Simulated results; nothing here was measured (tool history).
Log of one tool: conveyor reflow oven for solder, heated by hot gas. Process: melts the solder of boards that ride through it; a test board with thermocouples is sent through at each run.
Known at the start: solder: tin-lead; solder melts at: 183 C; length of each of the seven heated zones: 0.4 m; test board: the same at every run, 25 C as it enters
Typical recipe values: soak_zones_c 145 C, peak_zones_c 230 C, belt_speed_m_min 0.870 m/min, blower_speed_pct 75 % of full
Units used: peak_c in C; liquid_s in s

run 1 hour=0.0 | soak_zones_c=145 peak_zones_c=230 belt_speed_m_min=0.870 blower_speed_pct=75 | peak_c=217.4 liquid_s=44.1
run 2 hour=5.7 | soak_zones_c=145 peak_zones_c=230 belt_speed_m_min=0.870 blower_speed_pct=75 | peak_c=217.6 liquid_s=44.2
run 3 hour=16.4 | soak_zones_c=145 peak_zones_c=230 belt_speed_m_min=0.870 blower_speed_pct=54 | peak_c=213.7 liquid_s=41.6
run 4 hour=27.4 | soak_zones_c=145 peak_zones_c=230 belt_speed_m_min=0.870 blower_speed_pct=54 | peak_c=214.1 liquid_s=41.7
run 5 hour=36.1 | soak_zones_c=145 peak_zones_c=230 belt_speed_m_min=0.870 blower_speed_pct=54 | peak_c=214.7 liquid_s=42.0
run 6 hour=46.9 | soak_zones_c=145 peak_zones_c=230 belt_speed_m_min=0.870 blower_speed_pct=54 | peak_c=214.9 liquid_s=41.3
run 7 hour=56.8 | soak_zones_c=145 peak_zones_c=230 belt_speed_m_min=0.870 blower_speed_pct=83 | peak_c=217.6 liquid_s=44.9
run 8 hour=66.7 | soak_zones_c=150 peak_zones_c=233 belt_speed_m_min=1.011 blower_speed_pct=60 | peak_c=214.7 liquid_s=36.2
run 9 hour=73.8 | soak_zones_c=133 peak_zones_c=225 belt_speed_m_min=0.885 blower_speed_pct=84 | peak_c=212.7 liquid_s=37.0
run 10 hour=84.0 | soak_zones_c=133 peak_zones_c=225 belt_speed_m_min=0.885 blower_speed_pct=84 | peak_c=212.2 liquid_s=37.2
run 11 hour=94.2 | soak_zones_c=158 peak_zones_c=236 belt_speed_m_min=0.970 blower_speed_pct=75 | peak_c=221.9 liquid_s=44.5
run 12 hour=103.3 | soak_zones_c=158 peak_zones_c=236 belt_speed_m_min=0.970 blower_speed_pct=75 | peak_c=221.7 liquid_s=45.1

Each run again, without the hidden state but with its own random variation kept:
The tool's hidden condition here consists of: heat that the gas passes to the board, % of a clean oven's; belt's true speed, % of the reading; true gas temperature in zones 6 and 7 over the reading, C; drift of the gauge itself on peak_c, C; drift of the gauge itself on liquid_s, %.
run=1 peak_c=218.0 liquid_s=44.2
run=2 peak_c=218.1 liquid_s=44.2
run=3 peak_c=214.1 liquid_s=41.6
run=4 peak_c=214.6 liquid_s=41.8
run=5 peak_c=215.2 liquid_s=42.0
run=6 peak_c=215.4 liquid_s=41.4
run=7 peak_c=218.2 liquid_s=44.9
run=8 peak_c=215.5 liquid_s=36.5
run=9 peak_c=213.5 liquid_s=37.5
run=10 peak_c=213.0 liquid_s=37.7
run=11 peak_c=222.6 liquid_s=44.4
run=12 peak_c=222.4 liquid_s=45.0
